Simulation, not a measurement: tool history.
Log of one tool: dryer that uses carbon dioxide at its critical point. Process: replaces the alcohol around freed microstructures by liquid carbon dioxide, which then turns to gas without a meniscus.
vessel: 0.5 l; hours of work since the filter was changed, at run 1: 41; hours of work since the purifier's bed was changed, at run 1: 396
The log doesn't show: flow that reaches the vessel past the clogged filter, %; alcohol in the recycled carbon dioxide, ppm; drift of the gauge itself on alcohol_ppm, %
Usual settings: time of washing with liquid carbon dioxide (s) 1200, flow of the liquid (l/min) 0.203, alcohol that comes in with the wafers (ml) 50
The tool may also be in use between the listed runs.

run	hour	time of washing with liquid carbon dioxide (s)	flow of the liquid (l/min)	alcohol that comes in with the wafers (ml)	hours of work since the filter was changed	hours of work since the purifier's bed was changed	alcohol left in the vessel before it's heated (ppm by volume)
1	0.0	1200	0.203	50	41	396	85
2	42.4	1200	0.203	50	60	416	79
3	89.8	1200	0.195	50	82	437	90
4	129.5	1200	0.203	50	100	455	72
5	187.1	1200	0.203	50	126	482	84
6	214.0	1200	0.203	58	139	494	83
7	249.7	1260	0.203	50	155	511	69
8	295.0	1260	0.203	50	176	531	71
9	345.9	1260	0.203	50	199	555	75
10	373.9	1260	0.203	50	212	567	75
11	405.7	1260	0.203	50	226	582	76
12	445.8	960	0.203	50	245	600	311
13	489.8	1200	0.240	50	265	620	52
14	533.5	1200	0.240	50	285	640	54
15	568.4	1200	0.203	50	301	656	100
16	619.9	1200	0.203	50	325	680	111
17	677.1	1200	0.203	50	351	706	114
18	735.5	1200	0.203	25	377	733	72
19	770.3	1200	0.203	25	393	749	71
# hour 805.7: inlet filter changed
20	829.2	1200	0.203	25	11	775	68
21	875.4	1200	0.203	50	32	797	88
22	933.2	1200	0.203	50	58	823	96
23	979.5	1200	0.203	50	80	844	90
24	1011.5	1200	0.203	50	94	859	93
25	1045.3	1560	0.138	40	110	874	125
26	1071.3	1560	0.138	40	122	886	133
27	1098.8	1560	0.138	40	134	899	127
28	1142.8	1080	0.263	52	154	919	72
29	1200.5	1200	0.250	50	181	945	57
30	1257.5	1080	0.175	50	207	972	362
31	1284.0	1080	0.175	50	219	984	353
32	1310.7	1020	0.175	38	231	996	374
33	1367.7	900	0.177	42	257	1022	713
34	1408.0	960	0.195	31	276	1040	263
35	1451.6	780	0.203	50	296	1060	891
36	1503.6	780	0.203	50	320	1084	915
37	1556.2	780	0.203	50	344	1108	958
38	1611.9	1320	0.300	41	369	1134	47
39	1650.1	1320	0.300	35	387	1151	58
40	1679.1	1320	0.300	35	400	1165	58
# hour 1700.1: inlet filter changed
41	1725.1	1320	0.300	35	11	1185	51
42	1761.0	1200	0.124	109	28	1202	1861
43	1805.3	900	0.307	22	48	1222	69
44	1858.2	900	0.307	22	72	1246	64
45	1902.0	1860	0.203	35	92	1266	59
46	1956.9	1860	0.203	56	118	1291	58
47	2008.4	1500	0.124	98	141	1315	607

3 ways to go on from here, each from the tool as it stands after run 47. What would each give?
# hour 2041.3: purifier's bed changed
A	2056.4	1440	0.231	98	162	7	?
# hour 2041.3: purifier's bed changed
B	2056.4	1800	0.203	49	162	7	?
# hour 2041.3: purifier's bed changed
C	2056.4	1620	0.203	50	162	7	?

run	alcohol left in the vessel before it's heated (ppm by volume)
A	14
B	1
C	9
Without the tool's hidden state the same runs would have given:
run	alcohol left in the vessel before it's heated (ppm by volume)
A	11
B	0
C	6
